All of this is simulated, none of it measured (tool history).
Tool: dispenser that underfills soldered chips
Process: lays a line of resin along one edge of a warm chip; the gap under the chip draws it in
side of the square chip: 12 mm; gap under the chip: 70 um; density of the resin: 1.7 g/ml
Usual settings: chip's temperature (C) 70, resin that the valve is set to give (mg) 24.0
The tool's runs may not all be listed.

run	hour	chip's temperature (C)	resin that the valve is set to give (mg)	time until the resin shows at the far edge (s)	resin that the valve gave (mg)
1	0.0	70	24.0	202.4	23.70
# hour 1.6: new syringe of resin
2	7.7	70	24.0	160.0	23.39
# hour 13.2: new syringe of resin
3	15.5	70	24.0	132.8	23.26
4	22.5	70	24.0	205.4	23.28
# hour 24.3: new syringe of resin
5	26.8	70	24.0	136.1	22.95
6	34.8	78	24.0	146.0	22.93
# hour 35.8: new syringe of resin
7	40.1	78	24.0	99.8	22.76
8	44.4	70	24.0	195.7	22.73
# hour 47.4: new syringe of resin
9	52.6	70	24.0	160.8	22.84
# hour 58.4: new syringe of resin
10	61.7	70	25.2	140.1	23.72
# hour 69.5: new syringe of resin
11	70.8	63	24.2	184.4	22.64
12	79.6	66	23.5	268.5	21.75
# hour 80.5: new syringe of resin
13	86.6	66	23.5	211.3	21.65
# hour 91.6: new syringe of resin
14	93.7	66	23.5	165.9	21.57
15	99.8	79	20.5	131.7	18.69
# hour 102.9: new syringe of resin
16	105.3	79	20.5	91.7	18.68
17	112.7	84	23.7	106.9	21.55
# hour 114.1: new syringe of resin
18	118.6	84	23.7	77.8	21.18

Forecast each of these 4 alternatives for the next run:
# hour 120.3: dispensing valve cleaned and set on the balance
# hour 126.1: new syringe of resin
A	126.5	77	20.7	?	?
# hour 120.3: dispensing valve cleaned and set on the balance
# hour 126.1: new syringe of resin
B	126.5	79	29.4	?	?
# hour 120.3: dispensing valve cleaned and set on the balance
# hour 126.1: new syringe of resin
C	126.5	56	20.6	?	?
# hour 120.3: dispensing valve cleaned and set on the balance
# hour 126.1: new syringe of resin
D	126.5	70	26.9	?	?

run	time until the resin shows at the far edge (s)	resin that the valve gave (mg)
A	84.8	20.46
B	74.1	29.30
C	266.3	20.52
D	115.8	26.95
Without the tool's hidden state the same runs would have given:
run	time until the resin shows at the far edge (s)	resin that the valve gave (mg)
A	78.0	20.56
B	68.3	29.45
C	243.2	20.62
D	106.4	27.08
